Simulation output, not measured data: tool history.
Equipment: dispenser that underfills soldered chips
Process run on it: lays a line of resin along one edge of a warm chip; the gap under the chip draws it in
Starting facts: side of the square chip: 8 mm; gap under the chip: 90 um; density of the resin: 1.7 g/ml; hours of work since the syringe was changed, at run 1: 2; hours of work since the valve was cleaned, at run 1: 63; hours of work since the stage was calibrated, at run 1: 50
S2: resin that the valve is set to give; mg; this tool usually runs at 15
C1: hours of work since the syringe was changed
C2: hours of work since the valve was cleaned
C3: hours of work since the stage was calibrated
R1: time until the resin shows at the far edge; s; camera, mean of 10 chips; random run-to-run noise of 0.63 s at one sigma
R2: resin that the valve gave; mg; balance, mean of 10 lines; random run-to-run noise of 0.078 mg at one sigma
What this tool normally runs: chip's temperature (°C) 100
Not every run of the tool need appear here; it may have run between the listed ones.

{"run": 1, "hour": 0.0, "chip's temperature (°C)": 100, "S2": 15, "C1": 2, "C2": 63, "C3": 50, "R1": 59.7, "R2": 14.66}
{"run": 2, "hour": 5.0, "chip's temperature (°C)": 100, "S2": 15, "C1": 6, "C2": 67, "C3": 54, "R1": 70.4, "R2": 14.61}
{"hour": 8.1, "done": "new syringe of resin"}
{"run": 3, "hour": 11.7, "chip's temperature (°C)": 89, "S2": 15, "C1": 3, "C2": 72, "C3": 59, "R1": 83.7, "R2": 14.47}
{"run": 4, "hour": 17.1, "chip's temperature (°C)": 89, "S2": 15, "C1": 7, "C2": 76, "C3": 62, "R1": 98.9, "R2": 14.51}
{"hour": 19.1, "done": "new syringe of resin"}
{"run": 5, "hour": 22.7, "chip's temperature (°C)": 100, "S2": 15, "C1": 3, "C2": 79, "C3": 66, "R1": 61.8, "R2": 14.53}
{"run": 6, "hour": 27.4, "chip's temperature (°C)": 102, "S2": 15, "C1": 6, "C2": 83, "C3": 70, "R1": 68.8, "R2": 14.44}
{"hour": 30.2, "done": "new syringe of resin"}
{"run": 7, "hour": 33.0, "chip's temperature (°C)": 115, "S2": 15, "C1": 2, "C2": 87, "C3": 74, "R1": 41.5, "R2": 14.58}
{"run": 8, "hour": 38.5, "chip's temperature (°C)": 115, "S2": 15, "C1": 6, "C2": 91, "C3": 78, "R1": 47.8, "R2": 14.53}
{"hour": 40.8, "done": "new syringe of resin"}
{"run": 9, "hour": 47.3, "chip's temperature (°C)": 100, "S2": 15, "C1": 5, "C2": 97, "C3": 84, "R1": 66.6, "R2": 14.51}
{"hour": 51.4, "done": "new syringe of resin"}
{"run": 10, "hour": 52.4, "chip's temperature (°C)": 100, "S2": 15, "C1": 1, "C2": 101, "C3": 88, "R1": 57.3, "R2": 14.4}
{"run": 11, "hour": 57.1, "chip's temperature (°C)": 100, "S2": 15, "C1": 4, "C2": 104, "C3": 91, "R1": 66.2, "R2": 14.43}
{"hour": 61.8, "done": "new syringe of resin"}
{"run": 12, "hour": 61.8, "chip's temperature (°C)": 100, "S2": 15, "C1": 0, "C2": 107, "C3": 94, "R1": 56.8, "R2": 14.33}
{"run": 13, "hour": 65.9, "chip's temperature (°C)": 100, "S2": 13.1, "C1": 3, "C2": 110, "C3": 97, "R1": 65.8, "R2": 12.48}
{"run": 14, "hour": 71.3, "chip's temperature (°C)": 100, "S2": 13.1, "C1": 7, "C2": 114, "C3": 101, "R1": 78.3, "R2": 12.63}
{"hour": 72.4, "done": "new syringe of resin"}
{"run": 15, "hour": 75.8, "chip's temperature (°C)": 100, "S2": 15.3, "C1": 2, "C2": 117, "C3": 104, "R1": 62, "R2": 14.79}
{"hour": 79.8, "done": "dispensing valve cleaned and set on the balance"}
{"run": 16, "hour": 83.0, "chip's temperature (°C)": 100, "S2": 15.3, "C1": 7, "C2": 2, "C3": 109, "R1": 72.4, "R2": 15.17}
{"hour": 84.1, "done": "new syringe of resin"}
{"run": 17, "hour": 90.1, "chip's temperature (°C)": 100, "S2": 15.3, "C1": 4, "C2": 7, "C3": 114, "R1": 67, "R2": 15.27}
{"hour": 94.8, "done": "new syringe of resin"}
{"run": 18, "hour": 96.7, "chip's temperature (°C)": 95, "S2": 18.5, "C1": 1, "C2": 12, "C3": 118, "R1": 65.6, "R2": 18.29}
{"hour": 105.3, "done": "new syringe of resin"}
{"run": 19, "hour": 105.3, "chip's temperature (°C)": 95, "S2": 18.5, "C1": 0, "C2": 18, "C3": 124, "R1": 63.5, "R2": 18.46}
{"run": 20, "hour": 114.0, "chip's temperature (°C)": 104, "S2": 17.5, "C1": 6, "C2": 24, "C3": 131, "R1": 66.9, "R2": 17.49}
{"hour": 115.9, "done": "new syringe of resin"}
{"run": 21, "hour": 119.5, "chip's temperature (°C)": 104, "S2": 17.5, "C1": 3, "C2": 28, "C3": 135, "R1": 54.6, "R2": 17.3}
{"run": 22, "hour": 123.4, "chip's temperature (°C)": 104, "S2": 13.3, "C1": 5, "C2": 31, "C3": 137, "R1": 63.9, "R2": 13.11}
{"hour": 126.4, "done": "new syringe of resin"}
{"run": 23, "hour": 130.3, "chip's temperature (°C)": 104, "S2": 13.3, "C1": 3, "C2": 36, "C3": 142, "R1": 57.8, "R2": 13.08}
{"hour": 137.2, "done": "new syringe of resin"}
{"run": 24, "hour": 138.5, "chip's temperature (°C)": 113, "S2": 17.9, "C1": 1, "C2": 42, "C3": 148, "R1": 40.8, "R2": 17.49}

Below are 3 alternative next runs, each starting from the tool's condition after run 24. Predict each:
{"run": "A", "hour": 142.9, "chip's temperature (°C)": 104, "S2": 18.2, "C1": 4, "C2": 45, "C3": 151, "R1": "?", "R2": "?"}
{"run": "B", "hour": 142.9, "chip's temperature (°C)": 103, "S2": 17, "C1": 4, "C2": 45, "C3": 151, "R1": "?", "R2": "?"}
{"run": "C", "hour": 142.9, "chip's temperature (°C)": 96, "S2": 15, "C1": 4, "C2": 45, "C3": 151, "R1": "?", "R2": "?"}

run=A R1=58.7 R2=17.74
run=B R1=60.7 R2=16.57
run=C R1=75.1 R2=14.63
Take away the tool's hidden state, keep each run's random variation, and the runs would have read:
run=A R1=48.4 R2=18.1
run=B R1=50 R2=16.9
run=C R1=61.8 R2=14.92
